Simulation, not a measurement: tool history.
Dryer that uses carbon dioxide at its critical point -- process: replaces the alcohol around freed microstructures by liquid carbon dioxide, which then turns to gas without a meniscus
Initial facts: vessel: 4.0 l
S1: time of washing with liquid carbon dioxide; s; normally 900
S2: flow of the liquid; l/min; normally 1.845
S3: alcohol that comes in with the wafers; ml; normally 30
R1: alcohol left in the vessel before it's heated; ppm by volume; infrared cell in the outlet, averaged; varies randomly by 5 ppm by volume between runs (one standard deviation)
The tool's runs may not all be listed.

run   hour    S1     S2   S3    R1
  1      0   900  1.845   30   188
  2   27.3   900  1.845   30   205
  3   52.5   900  1.845   30   202
  4   79.3   900  1.845   30   215
  5   96.9   900   2.19   30   179
  6  112.9   900   1.71   30   246
  7    138   900   1.71   30   246
  8  161.9   900  1.845  103   355
  9  181.6   900  1.845   30   234
 10  196.1   900  1.845   30   245
 11    224  1200  1.845   30   210
 12  249.1   720  1.845   30   337
 13  275.3   900  1.845   30   265
 14  296.7   900  1.845   30   252
 15  326.5   900  1.845   30   269
 16  340.6   900  1.845   30   279
 17  363.6   900  1.845   30   292
     368.5  -- purifier's bed changed
 18  393.6   900  1.845   30    61
       416  -- inlet filter changed
 19  420.8   900  1.845   30    63
 20  434.2   900  1.845   30    55
 21  449.9   900   1.68   30    90
 22  462.3   900   1.53   30   124
 23    478   900  1.845   28    56
 24  493.6   900  1.845   28    66
 25  517.8   900  1.845   28    77
 26  541.3  1380  1.845   66    38
 27  558.2   660   1.47   74   990
 28  587.8   660   1.47   74  1028
 29  603.7  1260   2.28   77    48
 30  626.6  1320   1.16   45   184
 31  644.8   900  1.845   42   126
 32  664.6   900    2.1   30    95
 33  690.6   780   1.47   22   240
 34  718.1   900  1.845   31   133
 35  745.5  1080   1.76   95   162
 36  764.9  1140   2.55   44    82
 37  781.6   780   1.86   25   165
 38  801.1   900  1.845   72   221
 39  819.3  1320   3.11   61    98
 40    832  1320   3.11   61   107
 41  858.7   780   2.29   90   212
 42  879.3   780   2.89   76   124
 43  908.7   780   1.16   98  2010
 44  921.8   720  1.845   30   279
 45  935.3  1140   1.33   26   214
     947.5  -- inlet filter changed
 46  963.4  1140   1.86  113   166
 47  981.2  1320   2.21   30   137

Predict each of these 4 candidate next runs independently; none follows another, all start after run 47:
  A  1007.7   840  1.22  52   ?
  B  1007.7   660  3.11  67   ?
  C  1007.7  1020  2.58  30   ?
  D  1007.7   600  1.67  22   ?

run   R1
  A  731
  B  158
  C  143
  D  379
Had the tool no hidden state, the same runs would have come out as:
run   R1
  A  577
  B   25
  C    9
  D  240
